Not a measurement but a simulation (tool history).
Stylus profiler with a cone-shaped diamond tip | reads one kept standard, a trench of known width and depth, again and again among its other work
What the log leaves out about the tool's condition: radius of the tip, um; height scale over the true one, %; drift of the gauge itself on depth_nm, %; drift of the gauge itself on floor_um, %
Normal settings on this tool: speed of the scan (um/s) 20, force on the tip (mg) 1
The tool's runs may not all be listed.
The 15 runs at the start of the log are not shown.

run,hour,speed of the scan (um/s),force on the tip (mg),scans with this tip,hours of work since the height scale was calibrated,depth of the trench (nm),width of the trench's floor (um)
16,1019.4,46,1.51,5096,380,502.02,15.29
17,1108.8,20,1,6022,449,501.54,15.41
18,1165.4,20,1,6608,493,501.64,15.42
19,1231.4,20,1,7290,544,501.72,15.44
20,1317.5,47,0.35,8183,610,500.54,14.97
21,1403.2,34,2.97,9070,676,503.22,15.46
22,1475.3,34,2.97,9816,732,503.29,15.47
23,1543.5,22,1,10522,785,501.85,15.4
# hour 1595.7: new tip fitted, height scale calibrated
24,1624.3,20,1.7,296,22,502.41,15.5
25,1666.5,20,1.7,732,55,502.46,15.5
26,1718.5,9,0.49,1271,95,500.75,15.5
27,1804.3,34,0.35,2160,161,500.6,15.15
28,1876.9,15,2.88,2911,217,503.01,15.57
29,1932.2,15,2.88,3483,260,503.27,15.55
30,1976.6,40,0.86,3943,294,501.41,15.22
31,2056,40,0.86,4766,355,501.38,15.22
32,2119.5,40,0.86,5422,404,501.55,15.28
33,2178.8,66,0.8,6036,450,501.3,15
34,2244.3,66,0.8,6715,501,501.28,15.06

Predict the results of run 35:
35,2295,66,0.8,7240,540,?,?

Run 35 produced depth of the trench (nm) 501.15, width of the trench's floor (um) 15.04.
On a tool with no hidden condition, and with the same random variation, this run would have come out at depth of the trench (nm) 501.14, width of the trench's floor (um) 15.05.

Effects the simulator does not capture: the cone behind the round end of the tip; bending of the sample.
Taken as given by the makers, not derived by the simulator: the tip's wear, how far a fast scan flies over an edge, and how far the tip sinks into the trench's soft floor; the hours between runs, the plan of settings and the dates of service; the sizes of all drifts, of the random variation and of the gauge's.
